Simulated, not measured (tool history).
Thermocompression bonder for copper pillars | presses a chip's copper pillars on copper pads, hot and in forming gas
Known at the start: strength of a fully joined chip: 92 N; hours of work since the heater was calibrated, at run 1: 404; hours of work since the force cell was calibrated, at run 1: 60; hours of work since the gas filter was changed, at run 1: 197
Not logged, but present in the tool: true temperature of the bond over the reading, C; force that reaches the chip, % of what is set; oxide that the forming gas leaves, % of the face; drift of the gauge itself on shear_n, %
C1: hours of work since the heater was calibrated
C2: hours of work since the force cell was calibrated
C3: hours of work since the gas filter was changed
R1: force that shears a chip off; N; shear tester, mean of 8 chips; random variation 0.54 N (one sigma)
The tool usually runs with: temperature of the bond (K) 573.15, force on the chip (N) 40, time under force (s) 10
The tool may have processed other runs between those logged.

Run 1, hour 0.0: usual settings; C1 404; C2 60; C3 197. Result: R1 52.2 N.
Run 2, hour 5.9: usual settings; C1 406; C2 63; C3 199. Result: R1 51.5 N.
Run 3, hour 14.2: usual settings; C1 409; C2 66; C3 202. Result: R1 51.6 N.
Run 4, hour 20.9: usual settings but force on the chip (N) 56; C1 412; C2 69; C3 205. Result: R1 61.9 N.
Run 5, hour 26.0: usual settings; C1 414; C2 71; C3 207. Result: R1 52.5 N.
Run 6, hour 36.4: usual settings but temperature of the bond (K) 548.15, force on the chip (N) 58, time under force (s) 8; C1 418; C2 75; C3 211. Result: R1 46.0 N.
Run 7, hour 42.3: usual settings but temperature of the bond (K) 590.15, force on the chip (N) 39, time under force (s) 8; C1 421; C2 77; C3 213. Result: R1 55.9 N.
Run 8, hour 47.0: usual settings but temperature of the bond (K) 570.15, force on the chip (N) 39, time under force (s) 8; C1 422; C2 79; C3 215. Result: R1 46.3 N.
Run 9, hour 55.9: usual settings but time under force (s) 8; C1 426; C2 83; C3 219. Result: R1 48.5 N.
Run 10, hour 61.2: usual settings but temperature of the bond (K) 565.15, time under force (s) 11; C1 428; C2 85; C3 221. Result: R1 51.0 N.

Predict each of these 4 candidate next runs independently; none follows another, all start after run 10:
Run A, hour 67.0: usual settings but temperature of the bond (K) 565.15, time under force (s) 28; C1 430; C2 87; C3 223. Result: R1 ?.
Run B, hour 67.0: usual settings but temperature of the bond (K) 556.15, force on the chip (N) 49, time under force (s) 14; C1 430; C2 87; C3 223. Result: R1 ?.
Run C, hour 67.0: usual settings but temperature of the bond (K) 590.15, force on the chip (N) 43, time under force (s) 20; C1 430; C2 87; C3 223. Result: R1 ?.
Run D, hour 67.0: usual settings but force on the chip (N) 37, time under force (s) 15; C1 430; C2 87; C3 223. Result: R1 ?.

run    R1
  A  65.4
  B  53.4
  C  72.9
  D  56.9
With no hidden state in the tool, these same runs would have given:
run    R1
  A  66.7
  B  54.1
  C  74.8
  D  57.7

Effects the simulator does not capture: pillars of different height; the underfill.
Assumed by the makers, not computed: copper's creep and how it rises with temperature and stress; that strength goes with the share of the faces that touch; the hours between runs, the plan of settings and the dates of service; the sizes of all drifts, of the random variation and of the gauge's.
